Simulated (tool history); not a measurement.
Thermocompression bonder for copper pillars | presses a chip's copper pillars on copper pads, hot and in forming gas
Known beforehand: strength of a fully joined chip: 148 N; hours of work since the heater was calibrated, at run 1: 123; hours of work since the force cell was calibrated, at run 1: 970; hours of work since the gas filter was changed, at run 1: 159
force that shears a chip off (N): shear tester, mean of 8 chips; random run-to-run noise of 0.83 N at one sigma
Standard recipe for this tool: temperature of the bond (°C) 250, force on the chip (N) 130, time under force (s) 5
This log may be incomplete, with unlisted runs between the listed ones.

run	hour	temperature of the bond (°C)	force on the chip (N)	time under force (s)	hours of work since the heater was calibrated	hours of work since the force cell was calibrated	hours of work since the gas filter was changed	force that shears a chip off (N)
1	0.0	250	130	5	123	970	159	62.1
# hour 13.5: forming gas filter changed
2	26.4	250	130	5	141	987	9	66.5
3	54.7	250	130	5	161	1007	28	66.8
4	71.4	250	130	5	172	1019	40	65.5
5	103.1	250	130	5	194	1040	62	63.2
6	122.2	250	130	5	207	1054	75	63.1
7	148.7	254	130	5	226	1072	93	65.3
8	168.4	254	130	7	239	1085	107	73.2
9	201.2	254	130	7	262	1108	129	73.1
10	229.4	250	130	5	281	1128	149	59.2
# hour 258.2: forming gas filter changed
11	270.0	250	130	5	309	1155	8	62.4
12	291.9	250	130	5	324	1170	23	62.3
# hour 332.6: force cell calibrated
13	333.1	250	130	5	352	0	51	61.9
14	362.7	250	130	4	372	21	71	57.8
15	388.1	250	130	4	389	38	89	56.3
16	409.0	250	130	4	404	53	103	55.6
17	432.2	250	130	5	420	69	119	59.0
18	469.8	250	130	7	446	95	145	64.8
# hour 504.1: forming gas filter changed
19	504.1	250	104	5	469	118	0	57.2
# hour 522.4: force cell calibrated, once more
20	534.5	227	104	7	489	8	20	37.7
21	556.2	250	154	8	504	23	35	73.5
22	580.3	278	95	10	521	40	52	92.6
23	606.8	232	175	5	539	58	70	45.8
24	630.6	250	99	14	555	75	86	69.1
25	648.0	250	99	14	567	87	98	68.9
26	677.9	250	99	14	588	107	119	69.2
27	698.4	256	130	5	602	121	133	57.4
28	734.8	256	130	5	627	147	158	56.5
# hour 750.0: forming gas filter changed
29	755.3	222	195	5	641	160	4	39.6
30	776.4	222	152	5	656	175	18	33.8
# hour 813.4: heater calibrated with a thermocouple chip
31	816.2	243	93	7	2	201	44	54.0
32	853.0	279	135	5	27	226	70	96.4
33	886.4	253	111	8	50	249	93	72.4
34	918.3	237	168	8	72	271	115	66.7
35	935.5	237	168	8	84	283	127	65.8
36	974.1	249	180	8	111	310	153	77.7
# hour 995.1: forming gas filter changed
37	1014.9	265	107	4	139	338	14	68.7
38	1038.0	267	78	4	155	354	30	57.8

Consider 3 possible next runs. They are alternatives, not a sequence: every one starts from the tool as it was left by run 38. What does each give?
A	1067.4	229	101	4	175	374	50	?
B	1067.4	278	130	6	175	374	50	?
C	1067.4	256	130	5	175	374	50	?

run	force that shears a chip off (N)
A	32.6
B	94.6
C	67.2
What these runs would have given with no unlogged condition in the tool:
run	force that shears a chip off (N)
A	35.8
B	100.4
C	72.4

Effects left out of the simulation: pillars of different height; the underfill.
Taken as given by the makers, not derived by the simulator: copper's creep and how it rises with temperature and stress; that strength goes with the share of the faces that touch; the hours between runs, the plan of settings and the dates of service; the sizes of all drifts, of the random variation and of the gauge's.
